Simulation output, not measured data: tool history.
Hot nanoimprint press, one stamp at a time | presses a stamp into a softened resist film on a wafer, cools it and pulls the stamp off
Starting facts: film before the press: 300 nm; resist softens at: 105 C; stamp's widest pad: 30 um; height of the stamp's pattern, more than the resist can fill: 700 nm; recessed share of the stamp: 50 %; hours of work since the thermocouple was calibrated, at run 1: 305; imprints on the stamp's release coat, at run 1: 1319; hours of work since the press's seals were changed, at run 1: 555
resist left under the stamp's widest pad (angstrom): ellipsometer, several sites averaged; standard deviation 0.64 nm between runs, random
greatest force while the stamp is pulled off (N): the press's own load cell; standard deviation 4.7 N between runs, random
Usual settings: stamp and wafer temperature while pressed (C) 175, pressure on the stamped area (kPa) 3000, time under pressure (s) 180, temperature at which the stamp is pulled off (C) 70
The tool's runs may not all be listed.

run,day,stamp and wafer temperature while pressed (C),pressure on the stamped area (kPa),time under pressure (s),temperature at which the stamp is pulled off (C),hours of work since the thermocouple was calibrated,imprints on the stamp's release coat,hours of work since the press's seals were changed,resist left under the stamp's widest pad (angstrom),greatest force while the stamp is pulled off (N)
1,0.000,175,3000,180,70,305,1319,555,1155,233
2,2.550,175,3000,180,70,336,1559,586,1140,226
3,4.112,175,3000,180,70,355,1706,605,1136,227
4,6.088,175,3000,180,70,379,1892,629,1129,229
# day 6.888: stamp cleaned and given a new release coat
5,7.492,175,3000,180,70,393,57,643,1134,226
6,8.783,175,3000,180,70,409,179,659,1129,226
7,10.838,175,3000,180,70,434,372,684,1129,225
8,12.267,169,3000,180,70,451,507,701,1384,240
9,14.650,169,3000,266,70,480,731,730,1177,233
10,15.775,175,1840,180,70,494,837,744,1401,230
11,17.375,178,1840,180,70,513,987,763,1258,225
12,18.638,175,3000,165,60,528,1106,779,1178,268
13,20.525,175,3410,165,59,551,1283,802,1100,271
14,22.821,175,3410,165,59,579,1499,830,1104,276
# day 23.854: plate thermocouple calibrated
15,24.846,180,2470,165,59,12,1678,853,1072,277
16,26.254,180,2470,165,59,29,1811,870,1082,274
# day 27.900: stamp cleaned and given a new release coat
17,28.408,180,2470,165,59,52,48,893,1087,276
18,31.008,181,2690,180,63,84,292,924,965,251
# day 32.167: press's hydraulic seals changed and the load cell set to zero
19,33.575,181,2690,180,63,111,503,17,970,264

What differs in the tool's unlogged condition from the final listed run ahead of each entry between runs to the first listed run following it?
In the gap between runs 4 and 5: stamp cleaned and given a new release coat (day 6.888)
  grip of the stamp's worn release coat, % over a new coat's: 0.9 -> 0; drift of the gauge itself on residual_nm, %: -0.38 -> -0.46
  the result without the hidden state subtracted from the measured one, resist left under the stamp's widest pad (angstrom): -5 -> -6
In the gap between runs 14 and 15: plate thermocouple calibrated (day 23.854)
  true temperature over the reading, C: 0.06 -> 0; pressure that arrives at the usual setting, %: 99.79 -> 99.78; grip of the stamp's worn release coat, % over a new coat's: 0.7 -> 0.8; drift of the gauge itself on residual_nm, %: -1.42 -> -1.54
  the result without the hidden state subtracted from the measured one, resist left under the stamp's widest pad (angstrom): -18 -> -16
In the gap between runs 16 and 17: stamp cleaned and given a new release coat (day 27.900)
  true temperature over the reading, C: 0 -> 0.01; pressure that arrives at the usual setting, %: 99.78 -> 99.77; grip of the stamp's worn release coat, % over a new coat's: 0.9 -> 0; drift of the gauge itself on residual_nm, %: -1.63 -> -1.75
  the result without the hidden state subtracted from the measured one, resist left under the stamp's widest pad (angstrom): -17 -> -19
In the gap between runs 18 and 19: press's hydraulic seals changed and the load cell set to zero (day 32.167)
  true temperature over the reading, C: 0.01 -> 0.02; pressure that arrives at the usual setting, %: 99.77 -> 100; grip of the stamp's worn release coat, % over a new coat's: 0.1 -> 0.2; drift of the gauge itself on residual_nm, %: -1.92 -> -2.06
  the result without the hidden state subtracted from the measured one, resist left under the stamp's widest pad (angstrom): -19 -> -20
